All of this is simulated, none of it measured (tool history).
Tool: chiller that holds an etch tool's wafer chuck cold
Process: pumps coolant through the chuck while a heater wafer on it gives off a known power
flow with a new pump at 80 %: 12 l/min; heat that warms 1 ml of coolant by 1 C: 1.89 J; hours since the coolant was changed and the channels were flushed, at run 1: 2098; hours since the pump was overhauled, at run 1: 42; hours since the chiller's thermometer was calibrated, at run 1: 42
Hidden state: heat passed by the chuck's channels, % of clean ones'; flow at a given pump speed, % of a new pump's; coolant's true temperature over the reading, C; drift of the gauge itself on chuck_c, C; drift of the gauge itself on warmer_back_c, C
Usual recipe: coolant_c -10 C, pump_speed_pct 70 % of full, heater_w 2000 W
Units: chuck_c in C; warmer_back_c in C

run	hour	coolant_c	pump_speed_pct	heater_w	hours since the coolant was changed and the channels were flushed	hours since the pump was overhauled	hours since the chiller's thermometer was calibrated	chuck_c	warmer_back_c
1	0	-10	70	2000	2098	42	42	14	6.12
2	207.4	-10	70	2000	2306	249	249	14	6.11
3	386.6	-10	70	2000	2485	428	428	14.3	6.13
4	484.8	-10	97	2000	2583	527	527	10.7	4.34
5	654.4	-10	70	2000	2753	696	696	14.5	6.18
6	809.5	-10	70	1250	2908	851	851	5.6	3.83
7	945.8	-10	70	1250	3044	988	988	5.5	3.85
8	1126.1	-10	85	2000	3224	1168	1168	12.3	5.04
9	1348.1	-10	85	2000	3446	1390	1390	12.7	5.12
10	1578.2	-10	85	2000	3676	1620	1620	12.8	5.11
11	1803	-10	85	2000	3901	1845	1845	12.7	5.07
12	1964.2	-9	70	2000	4062	2006	2006	16.5	6.34
13	2151	-9	70	2000	4249	2193	2193	16.6	6.32
14	2329.4	-9	70	2000	4428	2371	2371	16.5	6.42
15	2453.9	-10	80	2000	4552	2496	2496	14.1	5.54
16	2669.9	-10	80	2000	4768	2712	2712	14.2	5.58
17	2779.1	-4	64	2000	4877	2821	2821	23.2	7.11
18	2878.8	-20	69	2188	4977	2921	2921	8.8	7.22
# hour 2897.6: coolant pump overhauled
19	3043.4	-20	71	1195	5137	146	3080	-4.1	3.85
20	3160.5	-20	71	1195	5254	263	3197	-4.1	3.81
21	3280.7	-20	71	1195	5374	383	3317	-4	3.87
22	3411.5	-11	95	1195	5505	514	3448	2.8	2.88
# hour 3539.2: chiller's thermometer calibrated
23	3575.1	-6	94	1567	5667	676	36	11.4	3.84
24	3772.5	-7	93	2392	5865	874	233	20	5.88
25	3929	-17	70	2902	6021	1030	390	21.7	9.74
# hour 3950.7: coolant pump overhauled, once more
26	4059.8	-17	70	2902	6147	109	516	19.9	8.88
# hour 4120.7: coolant changed, channels flushed
27	4215.8	-17	70	2902	95	259	666	17.2	8.84
28	4320.4	-16	77	2220	200	364	770	9	6.2
29	4459	-2	82	1674	338	502	909	16.2	4.38
30	4620.1	-10	69	1887	499	663	1070	12.8	5.95
31	4760.8	-14	92	1496	640	804	1211	1.7	3.45

4 ways to go on from here, each from the tool as it stands after run 31. What would each give?
A	4905.7	-14	66	1184	785	949	1355	?	?
B	4905.7	-10	63	2797	785	949	1355	?	?
C	4905.7	-4	92	1496	785	949	1355	?	?
D	4905.7	-2	92	1496	785	949	1355	?	?

run	chuck_c	warmer_back_c
A	0.7	3.96
B	25.6	9.66
C	11.4	3.47
D	13.6	3.47
With the hidden condition removed and each run's random variation left untouched, the same runs would have given:
run	chuck_c	warmer_back_c
A	0.2	3.9
B	24.6	9.51
C	10.9	3.42
D	13	3.41

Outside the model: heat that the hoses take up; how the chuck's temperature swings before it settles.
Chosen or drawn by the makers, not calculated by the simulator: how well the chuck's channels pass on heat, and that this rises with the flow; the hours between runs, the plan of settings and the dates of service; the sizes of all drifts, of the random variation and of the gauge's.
